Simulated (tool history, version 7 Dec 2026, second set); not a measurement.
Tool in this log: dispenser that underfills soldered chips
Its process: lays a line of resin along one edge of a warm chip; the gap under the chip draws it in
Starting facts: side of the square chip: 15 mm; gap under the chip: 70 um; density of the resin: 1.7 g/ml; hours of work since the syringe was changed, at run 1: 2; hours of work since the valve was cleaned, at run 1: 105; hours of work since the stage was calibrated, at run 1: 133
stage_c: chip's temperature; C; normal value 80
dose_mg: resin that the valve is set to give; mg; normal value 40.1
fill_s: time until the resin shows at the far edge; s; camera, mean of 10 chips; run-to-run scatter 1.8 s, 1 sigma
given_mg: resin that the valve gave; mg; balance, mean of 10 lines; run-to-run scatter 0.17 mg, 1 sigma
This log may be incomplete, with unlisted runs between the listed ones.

run   hour  stage_c  dose_mg  hours of work since the syringe was changed  hours of work since the valve was cleaned  hours of work since the stage was calibrated  fill_s  given_mg
  1    0.0       80     40.1                                            2                                        105                                           133   216.5     38.44
       6.1  -- new syringe of resin
  2   12.2       80     51.1                                            4                                        112                                           141   241.5     48.90
      15.4  -- new syringe of resin
  3   22.8       80     49.2                                            5                                        119                                           147   254.3     46.58
      24.5  -- new syringe of resin
      33.4  -- new syringe of resin
  4   34.2       80     49.2                                            1                                        126                                           154   188.5     46.86
      42.2  -- dispensing valve cleaned and set on the balance
      43.2  -- new syringe of resin
  5   44.5       80     49.2                                            1                                          1                                           160   193.8     49.38
      52.7  -- new syringe of resin
  6   52.7       80     49.2                                            0                                          6                                           165   177.7     49.10
      61.5  -- new syringe of resin
  7   61.5       80     40.1                                            0                                         12                                           171   182.1     39.79
  8   66.8       80     40.1                                            3                                         15                                           174   238.8     40.01
      71.1  -- new syringe of resin
  9   79.1       68     40.1                                            5                                         23                                           182   494.8     40.07
      80.3  -- new syringe of resin
      89.8  -- new syringe of resin
 10   92.0       68     40.1                                            1                                         31                                           190   368.9     39.87
      98.9  -- new syringe of resin
 11  104.1       81     40.1                                            3                                         38                                           197   229.1     39.47
     107.9  -- new syringe of resin
 12  110.7       81     40.1                                            2                                         42                                           201   203.9     39.58
     117.4  -- new syringe of resin
 13  122.6       81     40.1                                            3                                         50                                           209   233.3     39.29
     126.2  -- new syringe of resin
 14  131.8       81     40.1                                            4                                         55                                           214   233.1     39.35
     135.4  -- new syringe of resin
 15  139.0       77     40.1                                            2                                         60                                           219   266.1     39.36
     144.5  -- new syringe of resin
 16  145.5       77     40.1                                            1                                         64                                           223   223.1     39.09
     153.8  -- new syringe of resin
 17  155.4       80     37.5                                            1                                         70                                           229   207.4     36.69
     162.6  -- new syringe of resin
 18  165.1       80     40.1                                            2                                         76                                           235   220.3     38.78
     171.6  -- new syringe of resin
 19  172.1       87     48.7                                            0                                         80                                           239   136.6     47.29
 20  178.1       76     43.0                                            4                                         84                                           243   314.4     41.82
     180.5  -- new syringe of resin
 21  186.0       76     43.0                                            4                                         89                                           248   291.3     41.26
     189.3  -- new syringe of resin
 22  197.1       76     43.0                                            5                                         96                                           255   338.8     41.31
     198.1  -- new syringe of resin
 23  206.1       69     43.0                                            5                                        101                                           260   482.6     41.52
     207.6  -- new syringe of resin
 24  212.6       69     43.0                                            3                                        105                                           264   417.8     40.87
     216.8  -- new syringe of resin
 25  222.5       95     48.3                                            4                                        112                                           270   121.3     46.15
     225.9  -- new syringe of resin
 26  231.1       82     40.0                                            3                                        117                                           276   222.1     38.09
     234.7  -- new syringe of resin
     244.0  -- new syringe of resin
 27  244.0       79     40.1                                            0                                        125                                           284   203.0     38.61
 28  251.2       79     40.1                                            5                                        129                                           288   288.2     38.05
     253.2  -- new syringe of resin
     254.2  -- dispensing valve cleaned and set on the balance
 29  258.9       76     38.7                                            3                                          3                                           292   291.3     38.45
     263.3  -- new syringe of resin
 30  270.5       80     44.6                                            5                                         10                                           300   262.6     44.87
     272.9  -- new syringe of resin
 31  280.4       80     44.6                                            5                                         16                                           306   276.1     44.19
     281.7  -- new syringe of resin
     290.9  -- new syringe of resin
 32  291.4       68     43.5                                            0                                         23                                           312   347.6     43.12
 33  296.7       80     41.7                                            4                                         26                                           316   252.2     41.04
     299.7  -- new syringe of resin
     308.5  -- new syringe of resin
 34  308.5       80     41.7                                            0                                         34                                           323   190.4     40.80
     317.4  -- new syringe of resin
 35  320.9       92     42.2                                            2                                         41                                           331   129.4     41.71

Same runs, no hidden state in the tool, same run-to-run variation:
Hidden state present: resin's viscosity, % of fresh resin's; dose that the valve gives, % of what is set; true chip temperature over the reading, C; drift of the gauge itself on fill_s, %; drift of the gauge itself on given_mg, %.
run  fill_s  given_mg
  1   178.2     40.21
  2   173.9     51.33
  3   172.5     49.03
  4   177.4     49.47
  5   177.8     49.37
  6   173.5     49.19
  7   176.3     39.94
  8   176.5     40.23
  9   322.5     40.40
 10   322.9     40.33
 11   171.5     40.05
 12   170.4     40.23
 13   172.5     40.06
 14   170.3     40.22
 15   207.9     40.30
 16   203.7     40.09
 17   180.2     37.73
 18   180.2     39.98
 19   128.5     48.83
 20   217.3     43.26
 21   213.8     42.77
 22   212.6     42.96
 23   304.2     43.28
 24   307.3     42.66
 25    88.0     48.29
 26   160.9     39.94
 27   191.4     40.60
 28   188.7     40.10
 29   215.8     38.58
 30   172.9     45.14
 31   177.8     44.57
 32   320.7     43.61
 33   178.3     41.56
 34   180.7     41.43
 35   102.8     42.49

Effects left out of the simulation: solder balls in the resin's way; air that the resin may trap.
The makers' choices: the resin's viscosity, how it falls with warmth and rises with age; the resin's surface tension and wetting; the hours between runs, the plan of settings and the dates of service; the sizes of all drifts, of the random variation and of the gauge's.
